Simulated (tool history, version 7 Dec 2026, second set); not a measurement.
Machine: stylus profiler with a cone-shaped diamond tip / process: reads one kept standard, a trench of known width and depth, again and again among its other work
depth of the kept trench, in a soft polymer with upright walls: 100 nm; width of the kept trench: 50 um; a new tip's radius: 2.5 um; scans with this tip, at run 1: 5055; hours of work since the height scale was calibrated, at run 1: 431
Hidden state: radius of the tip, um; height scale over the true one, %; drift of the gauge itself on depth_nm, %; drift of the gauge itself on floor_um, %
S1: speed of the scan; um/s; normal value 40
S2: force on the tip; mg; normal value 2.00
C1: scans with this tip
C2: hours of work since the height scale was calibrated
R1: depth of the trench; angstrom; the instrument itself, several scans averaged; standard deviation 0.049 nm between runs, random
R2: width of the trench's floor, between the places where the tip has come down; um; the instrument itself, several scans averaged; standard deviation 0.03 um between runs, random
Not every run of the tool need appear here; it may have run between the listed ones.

| run | hour | S1 | S2 | C1 | C2 | R1 | R2 |
|---|---|---|---|---|---|---|---|
| 1 | 0.0 | 40 | 2.00 | 5055 | 431 | 1012.1 | 48.47 |
| 2 | 21.6 | 40 | 2.00 | 5244 | 447 | 1011.4 | 48.44 |
| 3 | 46.7 | 30 | 2.00 | 5462 | 465 | 1010.8 | 48.51 |
| 4 | 62.6 | 30 | 2.00 | 5601 | 477 | 1011.2 | 48.53 |
| 5 | 75.4 | 81 | 2.00 | 5712 | 487 | 1012.2 | 48.36 |
| 6 | 101.4 | 19 | 2.00 | 5940 | 506 | 1011.4 | 48.48 |
| 7 | 127.2 | 19 | 2.00 | 6164 | 525 | 1011.7 | 48.56 |
| 8 | 158.1 | 40 | 2.00 | 6434 | 548 | 1011.1 | 48.50 |
| 9 | 180.0 | 40 | 2.00 | 6625 | 564 | 1011.3 | 48.54 |
| 10 | 203.1 | 40 | 2.00 | 6827 | 582 | 1012.1 | 48.49 |
| 11 | 227.0 | 14 | 5.26 | 7035 | 599 | 1021.5 | 48.62 |
| 12 | 246.7 | 14 | 5.26 | 7207 | 614 | 1021.9 | 48.60 |
| 13 | 266.1 | 56 | 2.52 | 7377 | 628 | 1013.5 | 48.43 |
| 14 | 290.3 | 145 | 3.32 | 7587 | 646 | 1015.4 | 48.29 |
| 15 | 322.1 | 62 | 1.38 | 7864 | 670 | 1008.7 | 48.37 |

What if the next run were any one of these 3? Each begins from the tool's condition after run 15:
| A | 353.1 | 44 | 2.00 | 8135 | 693 | ? | ? |
| B | 353.1 | 109 | 0.93 | 8135 | 693 | ? | ? |
| C | 353.1 | 54 | 2.00 | 8135 | 693 | ? | ? |

| run | R1 | R2 |
|---|---|---|
| A | 1010.8 | 48.45 |
| B | 1006.4 | 48.12 |
| C | 1011.9 | 48.49 |
Take away the tool's hidden state, keep each run's random variation, and the runs would have read:
| run | R1 | R2 |
|---|---|---|
| A | 1010.8 | 48.45 |
| B | 1006.4 | 48.13 |
| C | 1011.9 | 48.50 |
